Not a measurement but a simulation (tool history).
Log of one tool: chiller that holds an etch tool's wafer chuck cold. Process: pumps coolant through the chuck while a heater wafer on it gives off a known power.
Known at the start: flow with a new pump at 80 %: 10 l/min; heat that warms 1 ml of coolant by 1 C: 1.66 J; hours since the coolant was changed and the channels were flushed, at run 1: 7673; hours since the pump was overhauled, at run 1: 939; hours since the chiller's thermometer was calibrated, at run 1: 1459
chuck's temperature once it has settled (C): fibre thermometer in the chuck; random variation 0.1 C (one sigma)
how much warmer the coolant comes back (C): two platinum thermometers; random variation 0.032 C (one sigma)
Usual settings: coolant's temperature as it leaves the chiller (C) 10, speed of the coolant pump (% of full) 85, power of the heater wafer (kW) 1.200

run,day,coolant's temperature as it leaves the chiller (C),speed of the coolant pump (% of full),power of the heater wafer (kW),hours since the coolant was changed and the channels were flushed,hours since the pump was overhauled,hours since the chiller's thermometer was calibrated,chuck's temperature once it has settled (C),how much warmer the coolant comes back (C)
1,0.000,10,85,1.200,7673,939,1459,19.3,4.06
2,1.696,10,85,1.200,7713,980,1499,19.1,4.07
3,2.883,10,91,1.200,7742,1008,1528,18.6,3.75
4,4.429,10,91,1.200,7779,1045,1565,18.7,3.77
5,5.250,10,77,1.200,7798,1065,1585,20.0,4.53
6,6.921,10,77,1.200,7839,1105,1625,19.9,4.61
7,8.375,10,77,1.200,7874,1140,1660,19.9,4.54
8,10.150,13,85,1.200,7916,1183,1702,22.2,4.09
9,11.700,13,85,1.200,7953,1220,1739,22.2,4.08
10,13.408,13,85,1.200,7994,1261,1780,22.2,4.03
11,14.792,8,76,0.663,8028,1294,1814,13.5,2.56
12,16.596,16,74,0.631,8071,1337,1857,21.5,2.46
13,18.142,12,63,0.866,8108,1375,1894,20.3,4.10
14,19.338,12,63,0.866,8137,1403,1923,20.4,4.01
15,20.950,15,85,1.216,8175,1442,1961,24.3,4.12
16,22.150,10,63,1.292,8204,1471,1990,22.4,6.10
17,23.192,10,63,1.292,8229,1496,2015,22.2,6.11
18,24.392,10,72,1.125,8258,1525,2044,19.9,4.53

5 ways to go on from here, each from the tool as it stands after run 18. What would each give?
A,25.392,9,85,0.609,8282,1549,2068,?,?
B,25.392,12,95,1.494,8282,1549,2068,?,?
C,25.392,10,72,1.038,8282,1549,2068,?,?
D,25.392,14,85,1.200,8282,1549,2068,?,?
E,25.392,10,96,1.200,8282,1549,2068,?,?

run,chuck's temperature once it has settled (C),how much warmer the coolant comes back (C)
A,13.7,2.08
B,22.7,4.50
C,19.0,4.23
D,23.2,4.07
E,18.4,3.57
Without the tool's hidden state the same runs would have given:
run,chuck's temperature once it has settled (C),how much warmer the coolant comes back (C)
A,13.7,2.08
B,22.7,4.50
C,19.0,4.23
D,23.2,4.07
E,18.4,3.57

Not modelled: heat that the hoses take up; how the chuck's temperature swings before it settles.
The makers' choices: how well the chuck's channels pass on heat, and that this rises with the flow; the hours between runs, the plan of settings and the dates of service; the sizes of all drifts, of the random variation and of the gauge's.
